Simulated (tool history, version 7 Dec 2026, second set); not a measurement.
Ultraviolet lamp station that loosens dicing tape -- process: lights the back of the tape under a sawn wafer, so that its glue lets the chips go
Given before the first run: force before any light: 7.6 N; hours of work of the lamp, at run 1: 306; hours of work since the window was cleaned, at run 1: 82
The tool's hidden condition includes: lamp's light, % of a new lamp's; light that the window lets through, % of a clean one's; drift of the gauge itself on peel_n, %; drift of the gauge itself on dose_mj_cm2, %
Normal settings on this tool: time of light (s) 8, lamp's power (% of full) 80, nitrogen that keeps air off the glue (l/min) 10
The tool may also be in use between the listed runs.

| run | hour | time of light (s) | lamp's power (% of full) | nitrogen that keeps air off the glue (l/min) | hours of work of the lamp | hours of work since the window was cleaned | force that peels the tape off (N) | light that reached the tape (J/m2) |
|---|---|---|---|---|---|---|---|---|
| 1 | 0 | 8 | 80 | 10 | 306 | 82 | 1.167 | 1800 |
| 2 | 8.8 | 8 | 80 | 10 | 313 | 89 | 1.1 | 1740 |
| 3 | 16.9 | 6 | 80 | 10 | 319 | 95 | 1.805 | 1310 |
| 4 | 26.6 | 13 | 80 | 10 | 326 | 102 | 0.409 | 2810 |
| 5 | 34 | 8 | 78 | 10 | 332 | 108 | 1.268 | 1720 |
| 6 | 41.1 | 8 | 78 | 10 | 337 | 113 | 1.198 | 1710 |
| 7 | 51.8 | 8 | 78 | 10 | 345 | 121 | 1.254 | 1700 |
| 8 | 61.9 | 8 | 87 | 10 | 353 | 129 | 1.078 | 1890 |
| 9 | 72.8 | 8 | 87 | 10 | 361 | 137 | 1.036 | 1890 |
| 10 | 78.6 | 6 | 80 | 10 | 366 | 142 | 1.929 | 1280 |
| 11 | 86.8 | 8 | 92 | 10 | 372 | 148 | 0.927 | 1950 |
| 12 | 94.4 | 8 | 92 | 10 | 378 | 154 | 0.934 | 1950 |
| 13 | 103.3 | 8 | 92 | 10 | 384 | 160 | 0.986 | 1950 |
| 14 | 113.9 | 8 | 92 | 10 | 392 | 168 | 0.958 | 1960 |
| 15 | 122.1 | 11 | 80 | 10 | 399 | 175 | 0.674 | 2300 |
| 16 | 127.4 | 8 | 96 | 10 | 403 | 179 | 0.919 | 1960 |
| 17 | 137.8 | 8 | 96 | 10 | 410 | 186 | 0.892 | 1980 |
| 18 | 143.1 | 8 | 96 | 10 | 414 | 190 | 0.901 | 2010 |
| 19 | 148.5 | 8 | 96 | 10 | 419 | 195 | 0.962 | 1980 |
| 20 | 157.8 | 16 | 81 | 10 | 426 | 202 | 0.285 | 3340 |

For run 21, what comes out?
| 21 | 164.4 | 16 | 81 | 10 | 430 | 207 | ? | ? |

force that peels the tape off (N): 0.296
light that reached the tape (J/m2): 3320
On a tool with no hidden condition, and with the same random variation, this run would have come out at force that peels the tape off (N) 0.187, light that reached the tape (J/m2) 4060.

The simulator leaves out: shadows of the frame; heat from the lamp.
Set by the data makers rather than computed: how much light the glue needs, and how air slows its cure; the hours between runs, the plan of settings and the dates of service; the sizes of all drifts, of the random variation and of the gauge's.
